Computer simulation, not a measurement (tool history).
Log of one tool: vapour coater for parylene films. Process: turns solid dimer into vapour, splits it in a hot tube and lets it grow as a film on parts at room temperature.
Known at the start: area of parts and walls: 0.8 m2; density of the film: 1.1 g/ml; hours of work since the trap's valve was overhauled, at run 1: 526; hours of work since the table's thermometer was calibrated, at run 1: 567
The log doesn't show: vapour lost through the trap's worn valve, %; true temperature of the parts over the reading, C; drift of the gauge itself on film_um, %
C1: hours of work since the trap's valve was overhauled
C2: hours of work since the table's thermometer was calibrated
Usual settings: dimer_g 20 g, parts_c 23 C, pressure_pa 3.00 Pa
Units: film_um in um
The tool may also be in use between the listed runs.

Run 1, hour 0.0: usual settings; C1 526; C2 567. Result: film_um 18.70 um.
Run 2, hour 27.8: usual settings; C1 541; C2 582. Result: film_um 18.68 um.
Run 3, hour 40.7: usual settings; C1 548; C2 590. Result: film_um 18.87 um.
Run 4, hour 59.5: usual settings; C1 559; C2 600. Result: film_um 18.71 um.
Run 5, hour 86.6: usual settings; C1 574; C2 615. Result: film_um 18.73 um.
Run 6, hour 109.3: usual settings but dimer_g 17 g; C1 586; C2 628. Result: film_um 15.83 um.
At hour 124.5: trap's valve overhauled.
Run 7, hour 129.7: usual settings but dimer_g 17 g; C1 3; C2 637. Result: film_um 15.98 um.
Run 8, hour 143.8: usual settings but dimer_g 17 g; C1 11; C2 645. Result: film_um 16.05 um.
Run 9, hour 160.0: usual settings but pressure_pa 2.96 Pa; C1 20; C2 654. Result: film_um 18.81 um.
Run 10, hour 178.0: usual settings but pressure_pa 2.96 Pa; C1 30; C2 664. Result: film_um 18.94 um.
Run 11, hour 201.5: usual settings but parts_c 18 C; C1 43; C2 677. Result: film_um 22.29 um.
Run 12, hour 214.6: usual settings but parts_c 18 C; C1 50; C2 684. Result: film_um 22.22 um.
Run 13, hour 228.4: usual settings; C1 58; C2 692. Result: film_um 18.84 um.
Run 14, hour 251.1: usual settings; C1 70; C2 704. Result: film_um 18.69 um.
Run 15, hour 263.5: usual settings; C1 77; C2 711. Result: film_um 18.80 um.
Run 16, hour 275.1: usual settings; C1 84; C2 718. Result: film_um 18.86 um.
Run 17, hour 295.9: usual settings; C1 95; C2 729. Result: film_um 18.80 um.
Run 18, hour 310.4: usual settings but dimer_g 12 g; C1 103; C2 738. Result: film_um 11.37 um.
Run 19, hour 324.0: usual settings but dimer_g 12 g; C1 111; C2 745. Result: film_um 11.25 um.
Run 20, hour 342.0: usual settings but dimer_g 21 g, pressure_pa 9.10 Pa; C1 121; C2 755. Result: film_um 15.41 um.
Run 21, hour 364.8: usual settings but dimer_g 21 g, pressure_pa 2.68 Pa; C1 134; C2 768. Result: film_um 20.43 um.
Run 22, hour 389.8: usual settings but dimer_g 11 g, parts_c 17 C, pressure_pa 2.77 Pa; C1 148; C2 782. Result: film_um 12.31 um.
Run 23, hour 412.4: usual settings but dimer_g 11 g, parts_c 17 C, pressure_pa 2.77 Pa; C1 160; C2 794. Result: film_um 12.29 um.
Run 24, hour 437.8: usual settings but dimer_g 17 g, parts_c 29 C, pressure_pa 2.37 Pa; C1 174; C2 808. Result: film_um 13.54 um.
Run 25, hour 461.0: usual settings but parts_c 33 C, pressure_pa 5.89 Pa; C1 187; C2 821. Result: film_um 11.29 um.
Run 26, hour 481.4: usual settings but dimer_g 30 g, parts_c 32 C, pressure_pa 4.51 Pa; C1 199; C2 833. Result: film_um 18.57 um.
Run 27, hour 505.1: usual settings but dimer_g 30 g, parts_c 22 C, pressure_pa 4.51 Pa; C1 212; C2 846. Result: film_um 26.68 um.
Run 28, hour 530.0: usual settings but dimer_g 15 g, parts_c 34 C, pressure_pa 2.97 Pa; C1 226; C2 860. Result: film_um 9.56 um.
Run 29, hour 547.0: usual settings but dimer_g 16 g, parts_c 15 C, pressure_pa 8.96 Pa; C1 235; C2 869. Result: film_um 15.73 um.
Run 30, hour 567.5: usual settings but parts_c 18 C, pressure_pa 9.46 Pa; C1 247; C2 881. Result: film_um 17.38 um.
Run 31, hour 579.5: usual settings but dimer_g 10 g, parts_c 29 C, pressure_pa 9.25 Pa; C1 253; C2 887. Result: film_um 5.90 um.
Run 32, hour 600.8: usual settings but dimer_g 10 g, parts_c 29 C, pressure_pa 9.25 Pa; C1 265; C2 899. Result: film_um 5.90 um.
Run 33, hour 627.1: usual settings but parts_c 17 C, pressure_pa 7.49 Pa; C1 280; C2 914. Result: film_um 18.89 um.

How the hidden state differs across the entries between the runs, from the last listed run before each to the first after it:
Between runs 6 and 7: trap's valve overhauled (hour 124.5)
  vapour lost through the trap's worn valve, %: 0.4 -> 0
